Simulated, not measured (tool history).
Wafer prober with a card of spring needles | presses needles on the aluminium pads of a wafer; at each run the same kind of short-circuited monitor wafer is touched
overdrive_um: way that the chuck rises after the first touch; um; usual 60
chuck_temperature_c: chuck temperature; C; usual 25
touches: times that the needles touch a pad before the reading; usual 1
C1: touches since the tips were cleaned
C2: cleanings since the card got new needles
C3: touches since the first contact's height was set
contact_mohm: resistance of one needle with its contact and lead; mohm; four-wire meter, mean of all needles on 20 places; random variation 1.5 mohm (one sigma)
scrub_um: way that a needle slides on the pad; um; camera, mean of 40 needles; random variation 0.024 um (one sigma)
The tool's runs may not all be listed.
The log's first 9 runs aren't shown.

-- hour=146.0 tips cleaned on abrasive film
run 10 hour=152.1 | overdrive_um=60 chuck_temperature_c=25 touches=1 | C1=1862 C2=11 C3=64350 | contact_mohm=160 scrub_um=15.70
-- hour=164.6 tips cleaned on abrasive film
run 11 hour=175.4 | overdrive_um=80 chuck_temperature_c=25 touches=1 | C1=3253 C2=12 C3=71362 | contact_mohm=154 scrub_um=21.06
-- hour=183.8 tips cleaned on abrasive film
run 12 hour=193.5 | overdrive_um=80 chuck_temperature_c=25 touches=1 | C1=2954 C2=13 C3=76821 | contact_mohm=155 scrub_um=21.03
-- hour=201.8 tips cleaned on abrasive film
run 13 hour=211.3 | overdrive_um=59 chuck_temperature_c=25 touches=1 | C1=2886 C2=14 C3=82187 | contact_mohm=167 scrub_um=15.43
-- hour=219.9 tips cleaned on abrasive film
run 14 hour=234.5 | overdrive_um=59 chuck_temperature_c=25 touches=1 | C1=4427 C2=15 C3=89169 | contact_mohm=170 scrub_um=15.41
-- hour=237.8 tips cleaned on abrasive film
run 15 hour=250.1 | overdrive_um=59 chuck_temperature_c=25 touches=1 | C1=3697 C2=16 C3=93856 | contact_mohm=167 scrub_um=15.39
-- hour=258.0 tips cleaned on abrasive film
run 16 hour=265.9 | overdrive_um=59 chuck_temperature_c=25 touches=1 | C1=2412 C2=17 C3=98634 | contact_mohm=163 scrub_um=15.34
-- hour=277.1 tips cleaned on abrasive film
run 17 hour=277.9 | overdrive_um=46 chuck_temperature_c=86 touches=1 | C1=262 C2=18 C3=102237 | contact_mohm=164 scrub_um=11.90
run 18 hour=294.8 | overdrive_um=78 chuck_temperature_c=25 touches=2 | C1=5367 C2=18 C3=107342 | contact_mohm=152 scrub_um=20.35
-- hour=296.1 tips cleaned on abrasive film
run 19 hour=308.9 | overdrive_um=58 chuck_temperature_c=25 touches=1 | C1=3869 C2=19 C3=111589 | contact_mohm=169 scrub_um=15.06
-- hour=314.4 tips cleaned on abrasive film
run 20 hour=322.5 | overdrive_um=64 chuck_temperature_c=66 touches=3 | C1=2458 C2=20 C3=115680 | contact_mohm=154 scrub_um=16.66
-- hour=332.4 tips cleaned on abrasive film
run 21 hour=334.6 | overdrive_um=53 chuck_temperature_c=25 touches=1 | C1=670 C2=21 C3=119325 | contact_mohm=158 scrub_um=13.71
-- hour=352.4 tips cleaned on abrasive film
run 22 hour=355.6 | overdrive_um=43 chuck_temperature_c=119 touches=2 | C1=988 C2=22 C3=125651 | contact_mohm=171 scrub_um=10.99
-- hour=372.1 tips cleaned on abrasive film
run 23 hour=373.1 | overdrive_um=65 chuck_temperature_c=79 touches=2 | C1=325 C2=23 C3=130925 | contact_mohm=154 scrub_um=16.84
-- hour=390.5 tips cleaned on abrasive film
run 24 hour=395.4 | overdrive_um=72 chuck_temperature_c=57 touches=3 | C1=1481 C2=24 C3=137633 | contact_mohm=150 scrub_um=18.70
-- hour=409.1 tips cleaned on abrasive film
run 25 hour=417.3 | overdrive_um=72 chuck_temperature_c=57 touches=3 | C1=2490 C2=25 C3=144243 | contact_mohm=148 scrub_um=18.67
-- hour=427.9 tips cleaned on abrasive film
run 26 hour=431.7 | overdrive_um=60 chuck_temperature_c=64 touches=3 | C1=1124 C2=26 C3=148555 | contact_mohm=153 scrub_um=15.45
-- hour=438.2 height of the first contact set anew
run 27 hour=442.3 | overdrive_um=59 chuck_temperature_c=40 touches=3 | C1=4255 C2=26 C3=1231 | contact_mohm=153 scrub_um=15.63
-- hour=447.7 tips cleaned on abrasive film
-- hour=465.8 tips cleaned on abrasive film
run 28 hour=465.8 | overdrive_um=60 chuck_temperature_c=39 touches=1 | C1=0 C2=28 C3=8296 | contact_mohm=147 scrub_um=15.89
-- hour=485.2 tips cleaned on abrasive film
run 29 hour=490.3 | overdrive_um=60 chuck_temperature_c=39 touches=1 | C1=1561 C2=29 C3=15687 | contact_mohm=161 scrub_um=15.86
-- hour=504.3 tips cleaned on abrasive film
run 30 hour=506.2 | overdrive_um=60 chuck_temperature_c=39 touches=1 | C1=570 C2=30 C3=20452 | contact_mohm=150 scrub_um=15.81
run 31 hour=521.2 | overdrive_um=50 chuck_temperature_c=39 touches=1 | C1=5119 C2=30 C3=25001 | contact_mohm=184 scrub_um=13.20
-- hour=522.9 tips cleaned on abrasive film
run 32 hour=539.7 | overdrive_um=60 chuck_temperature_c=47 touches=1 | C1=5098 C2=31 C3=30591 | contact_mohm=174 scrub_um=15.77

5 ways to go on from here, each from the tool as it stands after run 32. What would each give?
-- hour=541.1 tips cleaned on abrasive film
run A hour=556.4 | overdrive_um=44 chuck_temperature_c=47 touches=2 | C1=4645 C2=32 C3=35620 | contact_mohm=? scrub_um=?
-- hour=541.1 tips cleaned on abrasive film
run B hour=556.4 | overdrive_um=60 chuck_temperature_c=77 touches=1 | C1=4645 C2=32 C3=35620 | contact_mohm=? scrub_um=?
-- hour=541.1 tips cleaned on abrasive film
run C hour=556.4 | overdrive_um=60 chuck_temperature_c=85 touches=1 | C1=4645 C2=32 C3=35620 | contact_mohm=? scrub_um=?
-- hour=541.1 tips cleaned on abrasive film
run D hour=556.4 | overdrive_um=45 chuck_temperature_c=47 touches=3 | C1=4645 C2=32 C3=35620 | contact_mohm=? scrub_um=?
-- hour=541.1 tips cleaned on abrasive film
run E hour=556.4 | overdrive_um=57 chuck_temperature_c=51 touches=1 | C1=4645 C2=32 C3=35620 | contact_mohm=? scrub_um=?

run=A contact_mohm=178 scrub_um=11.56
run=B contact_mohm=177 scrub_um=15.78
run=C contact_mohm=175 scrub_um=15.74
run=D contact_mohm=167 scrub_um=11.81
run=E contact_mohm=176 scrub_um=14.98
Without the tool's hidden state the same runs would have given:
run=A contact_mohm=149 scrub_um=11.67
run=B contact_mohm=150 scrub_um=15.89
run=C contact_mohm=149 scrub_um=15.86
run=D contact_mohm=150 scrub_um=11.93
run=E contact_mohm=146 scrub_um=15.09

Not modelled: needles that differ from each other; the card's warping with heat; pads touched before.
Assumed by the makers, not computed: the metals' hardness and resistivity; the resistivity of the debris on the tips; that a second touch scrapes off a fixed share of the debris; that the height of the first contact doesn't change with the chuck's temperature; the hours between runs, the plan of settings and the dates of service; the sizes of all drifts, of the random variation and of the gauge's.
